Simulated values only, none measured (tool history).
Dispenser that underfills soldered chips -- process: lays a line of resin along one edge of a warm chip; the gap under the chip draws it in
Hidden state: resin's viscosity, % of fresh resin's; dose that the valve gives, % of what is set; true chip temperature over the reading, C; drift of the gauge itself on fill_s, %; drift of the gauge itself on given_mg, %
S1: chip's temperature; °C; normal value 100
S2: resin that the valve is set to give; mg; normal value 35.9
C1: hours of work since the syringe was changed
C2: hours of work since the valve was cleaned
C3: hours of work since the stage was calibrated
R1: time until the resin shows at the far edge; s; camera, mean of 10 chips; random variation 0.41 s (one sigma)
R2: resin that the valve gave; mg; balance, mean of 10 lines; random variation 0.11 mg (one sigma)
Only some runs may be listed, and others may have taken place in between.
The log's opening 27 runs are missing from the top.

{"run": 28, "hour": 122.1, "S1": 100, "S2": 33.4, "C1": 4, "C2": 54, "C3": 148, "R1": 39.8, "R2": 31.99}
{"run": 29, "hour": 127.1, "S1": 100, "S2": 33.4, "C1": 7, "C2": 57, "C3": 152, "R1": 53.2, "R2": 32.14}
{"hour": 129.1, "done": "new syringe of resin"}
{"run": 30, "hour": 132.0, "S1": 113, "S2": 34.5, "C1": 2, "C2": 61, "C3": 155, "R1": 20.9, "R2": 33.13}
{"hour": 135.0, "done": "dispensing valve cleaned and set on the balance"}
{"run": 31, "hour": 137.8, "S1": 113, "S2": 34.5, "C1": 5, "C2": 2, "C3": 158, "R1": 28.0, "R2": 34.39}
{"hour": 142.3, "done": "new syringe of resin"}
{"run": 32, "hour": 143.5, "S1": 102, "S2": 42.7, "C1": 1, "C2": 5, "C3": 162, "R1": 28.1, "R2": 42.63}
{"run": 33, "hour": 147.6, "S1": 91, "S2": 39.2, "C1": 3, "C2": 8, "C3": 164, "R1": 55.4, "R2": 39.11}
{"run": 34, "hour": 153.6, "S1": 98, "S2": 33.8, "C1": 7, "C2": 12, "C3": 168, "R1": 60.3, "R2": 33.73}
{"hour": 154.4, "done": "new syringe of resin"}
{"run": 35, "hour": 159.0, "S1": 100, "S2": 41.8, "C1": 3, "C2": 15, "C3": 172, "R1": 37.1, "R2": 41.38}
{"run": 36, "hour": 162.7, "S1": 100, "S2": 41.8, "C1": 5, "C2": 18, "C3": 174, "R1": 45.7, "R2": 41.19}

Branching from run 36: 4 alternative next runs. What would each branch give?
{"run": "A", "hour": 165.4, "S1": 113, "S2": 30.6, "C1": 7, "C2": 20, "C3": 176, "R1": "?", "R2": "?"}
{"run": "B", "hour": 165.4, "S1": 104, "S2": 41.8, "C1": 7, "C2": 20, "C3": 176, "R1": "?", "R2": "?"}
{"run": "C", "hour": 165.4, "S1": 98, "S2": 39.7, "C1": 7, "C2": 20, "C3": 176, "R1": "?", "R2": "?"}
{"run": "D", "hour": 165.4, "S1": 87, "S2": 33.5, "C1": 7, "C2": 20, "C3": 176, "R1": "?", "R2": "?"}

run=A R1=34.9 R2=30.24
run=B R1=44.9 R2=41.50
run=C R1=57.6 R2=39.16
run=D R1=91.4 R2=33.06
Take away the tool's hidden state, keep each run's random variation, and the runs would have read:
run=A R1=18.0 R2=30.59
run=B R1=22.7 R2=41.99
run=C R1=29.4 R2=39.61
run=D R1=46.4 R2=33.44
